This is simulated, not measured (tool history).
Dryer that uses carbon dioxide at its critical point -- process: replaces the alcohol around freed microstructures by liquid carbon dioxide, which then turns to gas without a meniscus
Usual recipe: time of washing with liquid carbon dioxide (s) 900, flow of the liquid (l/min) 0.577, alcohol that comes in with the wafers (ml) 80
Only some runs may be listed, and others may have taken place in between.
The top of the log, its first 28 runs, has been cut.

| run | hour | time of washing with liquid carbon dioxide (s) | flow of the liquid (l/min) | alcohol that comes in with the wafers (ml) | alcohol left in the vessel before it's heated (ppm by volume) |
|---|---|---|---|---|---|
| 29 | 1397.2 | 540 | 0.577 | 30 | 387 |
| 30 | 1450.1 | 540 | 0.577 | 30 | 412 |
| 31 | 1483.1 | 600 | 0.662 | 80 | 329 |
| 32 | 1517.2 | 600 | 0.659 | 75 | 333 |
| 33 | 1585.4 | 600 | 0.392 | 42 | 1723 |
| 34 | 1628 | 900 | 0.392 | 24 | 266 |
| 35 | 1673.1 | 1320 | 0.469 | 21 | 85 |
| 36 | 1719.9 | 1080 | 0.755 | 44 | 89 |
|  | 1751.5 | inlet filter changed |
| 37 | 1774.1 | 1140 | 0.755 | 44 | 90 |
| 38 | 1830.7 | 600 | 0.389 | 111 | 3131 |
| 39 | 1900.3 | 1140 | 0.577 | 40 | 93 |
| 40 | 1943.7 | 540 | 0.577 | 33 | 352 |
| 41 | 1981.1 | 900 | 0.894 | 80 | 88 |
| 42 | 2045.3 | 1200 | 0.894 | 30 | 92 |
| 43 | 2074.2 | 1200 | 0.894 | 30 | 96 |
| 44 | 2142.7 | 1200 | 0.894 | 30 | 104 |

Below are 3 alternative next runs, each starting from the tool's condition after run 44. Predict each:
| A | 2204.7 | 1200 | 0.894 | 69 | ? |
| B | 2204.7 | 660 | 0.62 | 27 | ? |
| C | 2204.7 | 1200 | 0.44 | 30 | ? |

| run | alcohol left in the vessel before it's heated (ppm by volume) |
|---|---|
| A | 115 |
| B | 152 |
| C | 107 |
Without the tool's hidden state the same runs would have given:
| run | alcohol left in the vessel before it's heated (ppm by volume) |
|---|---|
| A | 14 |
| B | 36 |
| C | 4 |
